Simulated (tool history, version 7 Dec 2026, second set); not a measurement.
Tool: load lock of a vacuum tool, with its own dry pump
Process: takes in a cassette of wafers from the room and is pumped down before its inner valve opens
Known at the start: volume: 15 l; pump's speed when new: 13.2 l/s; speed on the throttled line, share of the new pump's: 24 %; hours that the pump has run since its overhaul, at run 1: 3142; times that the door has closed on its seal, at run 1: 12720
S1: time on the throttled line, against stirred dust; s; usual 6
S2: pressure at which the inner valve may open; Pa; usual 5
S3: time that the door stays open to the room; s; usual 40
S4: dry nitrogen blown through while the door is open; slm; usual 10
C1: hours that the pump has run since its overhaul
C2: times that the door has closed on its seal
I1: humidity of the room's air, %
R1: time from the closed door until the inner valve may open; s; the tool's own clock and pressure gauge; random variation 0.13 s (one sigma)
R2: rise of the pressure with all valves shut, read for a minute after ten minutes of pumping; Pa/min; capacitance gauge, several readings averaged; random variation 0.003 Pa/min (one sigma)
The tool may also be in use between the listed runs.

run	hour	S1	S2	S3	S4	C1	C2	I1	R1	R2
1	0.0	6	5	40	10	3142	12720	43.1	16.5	0.076
2	226.1	6	6	40	10	3368	13801	43.5	16.0	0.076
3	600.0	6	6	40	10	3742	15588	46.2	16.4	0.087
4	947.6	6	6	40	10	4090	17250	42.9	16.1	0.086
5	1296.1	6	5	40	10	4438	18915	44.2	16.4	0.091
6	1536.2	6	5	40	10	4678	20063	47.1	16.2	0.090
7	1875.1	5	5	40	10	5017	21683	48.4	15.5	0.099
8	2228.9	3	5	40	9	5371	23374	41.5	14.4	0.100
9	2467.3	3	5	189	15	5610	24513	44.7	14.5	0.158
10	2801.1	3	5	189	15	5943	26109	45.2	14.6	0.162
11	3135.7	3	6	189	18	6278	27708	43.3	14.2	0.162
12	3343.6	11	5	106	13	6486	28702	45.7	20.1	0.147
13	3647.4	11	5	106	13	6790	30154	43.3	20.5	0.151
14	3901.7	6	5	220	10	7044	31369	45.6	16.5	0.211

3 ways to go on from here, each from the tool as it stands after run 14. What would each give?
A	4100.2	6	5	220	4	7242	32318	42.0	?	?
B	4100.2	6	5	94	10	7242	32318	48.0	?	?
C	4100.2	11	7	40	17	7242	32318	44.5	?	?

run	R1	R2
A	16.8	0.216
B	16.8	0.165
C	19.9	0.118
Without the tool's hidden state the same runs would have given:
run	R1	R2
A	16.1	0.142
B	16.1	0.092
C	19.3	0.044
